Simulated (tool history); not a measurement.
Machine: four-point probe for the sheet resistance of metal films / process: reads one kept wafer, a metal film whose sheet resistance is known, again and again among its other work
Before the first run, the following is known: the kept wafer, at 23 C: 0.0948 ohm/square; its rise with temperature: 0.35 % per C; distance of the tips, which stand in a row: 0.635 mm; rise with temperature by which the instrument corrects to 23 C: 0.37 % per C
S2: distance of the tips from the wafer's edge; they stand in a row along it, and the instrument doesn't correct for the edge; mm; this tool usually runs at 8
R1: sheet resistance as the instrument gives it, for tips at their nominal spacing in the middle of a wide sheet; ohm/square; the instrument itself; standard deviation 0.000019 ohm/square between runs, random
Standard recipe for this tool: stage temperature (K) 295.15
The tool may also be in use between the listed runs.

Run 1, hour 0: usual settings. Result: R1 0.095119 ohm/square.
Run 2, hour 16.2: usual settings. Result: R1 0.095139 ohm/square.
Run 3, hour 32.5: usual settings. Result: R1 0.095113 ohm/square.
Run 4, hour 49.5: usual settings but stage temperature (K) 298.15. Result: R1 0.095082 ohm/square.
Run 5, hour 67.9: usual settings but stage temperature (K) 298.15. Result: R1 0.095093 ohm/square.
Run 6, hour 97.4: usual settings but stage temperature (K) 298.15. Result: R1 0.095109 ohm/square.
Run 7, hour 114.1: usual settings but S2 6 mm. Result: R1 0.095385 ohm/square.
Run 8, hour 138.5: usual settings. Result: R1 0.095188 ohm/square.
Run 9, hour 166.3: usual settings but stage temperature (K) 298.15, S2 9 mm. Result: R1 0.095002 ohm/square.
Run 10, hour 195.1: usual settings but stage temperature (K) 306.15. Result: R1 0.094956 ohm/square.
Run 11, hour 211.5: usual settings but stage temperature (K) 306.15. Result: R1 0.094963 ohm/square.
Run 12, hour 229.4: usual settings but stage temperature (K) 306.15. Result: R1 0.095032 ohm/square.
At hour 240.2: stage's thermometer calibrated.
Run 13, hour 247.3: usual settings but stage temperature (K) 306.15, S2 3 mm. Result: R1 0.096877 ohm/square.
Run 14, hour 271.2: usual settings but stage temperature (K) 306.15, S2 3 mm. Result: R1 0.096842 ohm/square.

Run 15 has not been measured yet. What should we expect?
Run 15, hour 289.5: usual settings but stage temperature (K) 302.15, S2 4 mm. Result: R1 ?.

{"run 15": {"R1": 0.095961}}
Were there no unlogged condition in the tool, this run, its random variation unchanged, would have produced R1 0.095961 ohm/square.

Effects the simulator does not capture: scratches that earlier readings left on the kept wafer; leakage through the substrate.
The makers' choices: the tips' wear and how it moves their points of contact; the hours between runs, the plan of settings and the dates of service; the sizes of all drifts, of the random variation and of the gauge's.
